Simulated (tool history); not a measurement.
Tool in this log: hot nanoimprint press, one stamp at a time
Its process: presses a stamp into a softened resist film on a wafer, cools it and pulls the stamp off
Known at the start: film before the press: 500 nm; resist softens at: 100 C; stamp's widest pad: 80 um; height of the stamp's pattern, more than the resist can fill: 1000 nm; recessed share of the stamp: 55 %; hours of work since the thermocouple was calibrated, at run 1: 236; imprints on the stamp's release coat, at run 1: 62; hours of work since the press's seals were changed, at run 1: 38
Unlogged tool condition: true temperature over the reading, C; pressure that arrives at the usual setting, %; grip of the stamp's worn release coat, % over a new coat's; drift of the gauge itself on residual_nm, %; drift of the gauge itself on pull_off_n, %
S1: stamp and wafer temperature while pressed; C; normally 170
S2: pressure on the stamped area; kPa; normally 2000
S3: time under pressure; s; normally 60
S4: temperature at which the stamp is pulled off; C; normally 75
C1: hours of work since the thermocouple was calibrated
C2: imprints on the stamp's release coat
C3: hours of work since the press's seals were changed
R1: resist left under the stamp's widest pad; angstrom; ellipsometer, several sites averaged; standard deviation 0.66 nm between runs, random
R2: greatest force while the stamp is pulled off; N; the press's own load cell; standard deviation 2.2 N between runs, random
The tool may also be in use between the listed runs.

run,hour,S1,S2,S3,S4,C1,C2,C3,R1,R2
1,0.0,170,2000,60,75,236,62,38,2665,183
2,32.7,170,2000,57,75,251,180,53,2730,188
# hour 40.8: plate thermocouple calibrated
3,75.4,170,2000,57,75,16,324,71,2760,196
# hour 120.7: plate thermocouple calibrated, once more
4,122.6,170,2000,57,75,1,485,91,2651,195
5,164.1,170,2000,60,75,20,635,111,2616,193
6,193.9,170,2000,60,75,34,743,124,2619,195
7,238.3,170,2000,60,75,54,904,145,2634,203
8,276.0,170,2000,60,75,72,1041,162,2643,202
9,321.0,170,2000,60,75,93,1204,183,2638,207
10,350.4,170,2000,60,75,106,1311,197,2658,213
11,374.3,181,2000,60,75,117,1397,208,1732,214
12,405.9,181,2000,60,75,132,1512,222,1736,210
# hour 424.3: stamp cleaned and given a new release coat
13,451.3,176,2000,60,62,150,98,240,2110,197
14,486.4,170,2000,60,63,166,225,257,2663,201
15,525.3,182,2370,41,76,184,366,275,1724,192
16,553.6,169,1210,60,75,197,469,288,3517,192
17,588.6,182,1910,47,71,213,596,304,1881,201
18,620.4,182,1910,52,67,228,711,319,1824,208
19,654.9,161,1910,115,67,244,836,335,3214,208
# hour 678.0: plate thermocouple calibrated
20,696.7,170,2980,59,75,9,977,352,2130,202
21,737.5,170,2980,59,75,28,1125,371,2148,205
22,776.6,170,1670,60,65,46,1267,389,2909,216
23,810.4,177,1650,56,67,61,1389,405,2317,219

5 options for the next run, each taken on its own from the tool as it stands now. Forecast them:
A,830.1,170,2040,60,75,70,1461,414,?,?
B,830.1,177,1660,43,66,70,1461,414,?,?
C,830.1,170,2080,79,62,70,1461,414,?,?
D,830.1,166,2000,60,75,70,1461,414,?,?
E,830.1,167,2000,60,70,70,1461,414,?,?

run,R1,R2
A,2637,211
B,2500,227
C,2393,227
D,3072,213
E,2986,217
Stripped of hidden state, with their random variation kept, the same runs would have yielded:
run,R1,R2
A,2599,184
B,2468,198
C,2357,198
D,3032,186
E,2946,189
